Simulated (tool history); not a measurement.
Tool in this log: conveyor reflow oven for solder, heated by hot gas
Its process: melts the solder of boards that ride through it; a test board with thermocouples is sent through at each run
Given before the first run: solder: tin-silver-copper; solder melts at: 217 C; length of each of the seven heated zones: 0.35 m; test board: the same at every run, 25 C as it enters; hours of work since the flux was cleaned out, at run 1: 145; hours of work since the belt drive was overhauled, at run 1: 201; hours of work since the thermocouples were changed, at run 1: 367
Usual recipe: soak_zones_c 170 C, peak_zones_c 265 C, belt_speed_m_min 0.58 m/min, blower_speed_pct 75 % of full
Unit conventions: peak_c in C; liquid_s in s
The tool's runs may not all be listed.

run	hour	soak_zones_c	peak_zones_c	belt_speed_m_min	blower_speed_pct	hours of work since the flux was cleaned out	hours of work since the belt drive was overhauled	hours of work since the thermocouples were changed	peak_c	liquid_s
1	0	170	265	0.58	75	145	201	367	255.3	57.1
2	14.7	170	265	0.58	75	156	212	378	255.2	56.6
3	26.6	170	265	0.58	75	165	221	387	255.5	56.8
4	42.5	170	265	0.58	56	177	233	399	252	53.3
# hour 48.3: belt drive overhauled, speed set with a stopwatch
5	62.4	170	265	0.577	75	188	11	411	254.2	56.7
6	77.4	170	265	0.567	75	200	22	422	255	58.1
7	87.2	170	265	0.567	75	207	29	429	255.4	59.2
8	99.2	162	256	0.606	61	216	38	438	241.7	42.7
9	110	162	256	0.606	61	224	46	446	242.1	42.4
10	121.8	162	256	0.606	61	233	55	455	242.8	41.9
11	144.5	164	259	0.516	77	250	72	472	252	61.5
12	154.9	178	259	0.479	72	258	80	480	253.4	72.4

Here are 3 independent what-if runs from the current tool condition. What would each one return?
A	164.8	181	259	0.51	72	265	87	487	?	?
B	164.8	178	268	0.479	79	265	87	487	?	?
C	164.8	170	271	0.485	75	265	87	487	?	?

run	peak_c	liquid_s
A	252.7	67.8
B	263.4	78.4
C	264.5	75.1
Take away the tool's hidden state, keep each run's random variation, and the runs would have read:
run	peak_c	liquid_s
A	252.2	67.1
B	262.9	77.6
C	264	74.3
